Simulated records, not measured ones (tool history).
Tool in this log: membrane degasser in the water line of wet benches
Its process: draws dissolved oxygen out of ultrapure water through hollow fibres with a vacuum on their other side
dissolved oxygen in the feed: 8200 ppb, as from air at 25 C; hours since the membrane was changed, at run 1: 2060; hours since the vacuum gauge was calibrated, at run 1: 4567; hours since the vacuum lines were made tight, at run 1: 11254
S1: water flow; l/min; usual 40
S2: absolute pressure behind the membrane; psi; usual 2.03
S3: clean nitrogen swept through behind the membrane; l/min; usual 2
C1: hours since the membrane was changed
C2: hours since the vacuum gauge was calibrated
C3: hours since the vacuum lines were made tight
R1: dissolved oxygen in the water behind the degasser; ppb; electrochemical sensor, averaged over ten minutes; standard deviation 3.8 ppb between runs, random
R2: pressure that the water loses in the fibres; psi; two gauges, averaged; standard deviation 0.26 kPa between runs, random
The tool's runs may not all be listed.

Run 1, hour 0: usual settings; C1 2060; C2 4567; C3 11254. Result: R1 526.6 ppb, R2 10.128 psi.
Run 2, hour 156.3: usual settings; C1 2216; C2 4724; C3 11410. Result: R1 541.8 ppb, R2 10.173 psi.
Run 3, hour 373.5: usual settings; C1 2433; C2 4941; C3 11628. Result: R1 532.2 ppb, R2 10.153 psi.
Run 4, hour 542.5: usual settings; C1 2603; C2 5110; C3 11797. Result: R1 536.6 ppb, R2 10.158 psi.
Run 5, hour 676.5: usual settings but S2 1.45 psi; C1 2736; C2 5244; C3 11931. Result: R1 373.5 ppb, R2 10.201 psi.
Run 6, hour 938.9: usual settings but S2 1.45 psi; C1 2999; C2 5506; C3 12193. Result: R1 370.9 ppb, R2 10.216 psi.
Run 7, hour 1061.7: usual settings but S2 3.84 psi; C1 3122; C2 5629; C3 12316. Result: R1 1005.5 ppb, R2 10.147 psi.
Run 8, hour 1193.6: usual settings but S2 3.84 psi; C1 3254; C2 5761; C3 12448. Result: R1 991.3 ppb, R2 10.185 psi.
Run 9, hour 1422.5: usual settings but S2 3.84 psi; C1 3482; C2 5990; C3 12677. Result: R1 1001.5 ppb, R2 10.166 psi.
Run 10, hour 1689.3: usual settings but S2 3.84 psi; C1 3749; C2 6257; C3 12943. Result: R1 1001.9 ppb, R2 10.193 psi.
Run 11, hour 1914: usual settings but S2 3.39 psi, S3 1.68 l/min; C1 3974; C2 6481; C3 13168. Result: R1 1013.5 ppb, R2 10.237 psi.
Run 12, hour 2135.2: usual settings but S2 3.39 psi, S3 1.68 l/min; C1 4195; C2 6703; C3 13389. Result: R1 1010.2 ppb, R2 10.192 psi.
Run 13, hour 2403.9: usual settings but S2 1.44 psi, S3 2.7 l/min; C1 4464; C2 6971; C3 13658. Result: R1 300.2 ppb, R2 10.179 psi.
Run 14, hour 2533.4: usual settings but S1 51 l/min, S2 1.44 psi, S3 3.08 l/min; C1 4593; C2 7101; C3 13787. Result: R1 424.8 ppb, R2 13.087 psi.
At hour 2731: vacuum gauge calibrated.
Run 15, hour 2731: usual settings but S1 51 l/min, S2 1.44 psi, S3 3.21 l/min; C1 4791; C2 0; C3 13985. Result: R1 414.3 ppb, R2 13.03 psi.
Run 16, hour 2996.6: usual settings but S2 2.51 psi, S3 0.9 l/min; C1 5056; C2 266; C3 14250. Result: R1 1170.3 ppb, R2 10.234 psi.
Run 17, hour 3136.5: usual settings but S2 4.03 psi, S3 1.64 l/min; C1 5196; C2 405; C3 14390. Result: R1 1218.8 ppb, R2 10.356 psi.
Run 18, hour 3381.7: usual settings but S1 28 l/min; C1 5441; C2 651; C3 14635. Result: R1 354.2 ppb, R2 7.195 psi.
Run 19, hour 3560.9: usual settings but S1 51 l/min, S2 1.32 psi; C1 5620; C2 830; C3 14814. Result: R1 493.3 ppb, R2 13.124 psi.

Alternative continuations, all from the tool just after run 19; predict every row:
Run A, hour 3713: usual settings but S1 51 l/min, S2 1.28 psi, S3 1.75 l/min; C1 5772; C2 982; C3 14966. Result: R1 ?, R2 ?.
Run B, hour 3713: usual settings but S1 31 l/min, S2 2.26 psi, S3 1.02 l/min; C1 5772; C2 982; C3 14966. Result: R1 ?, R2 ?.
Run C, hour 3713: usual settings but S1 51 l/min, S2 1.32 psi, S3 3.21 l/min; C1 5772; C2 982; C3 14966. Result: R1 ?, R2 ?.
Run D, hour 3713: usual settings but S2 1.35 psi; C1 5772; C2 982; C3 14966. Result: R1 ?, R2 ?.
Run E, hour 3713: usual settings but S1 61 l/min, S2 4.15 psi; C1 5772; C2 982; C3 14966. Result: R1 ?, R2 ?.

run      R1      R2
  A   510.2  13.036
  B   769.2   7.921
  C   392.6  13.135
  D   344.9  10.286
  E  1636.2  15.741
Take away the tool's hidden state, keep each run's random variation, and the runs would have read:
run      R1      R2
  A   509.8   12.85
  B     769   7.807
  C   392.2  12.948
  D   344.7   10.14
  E  1635.7  15.518
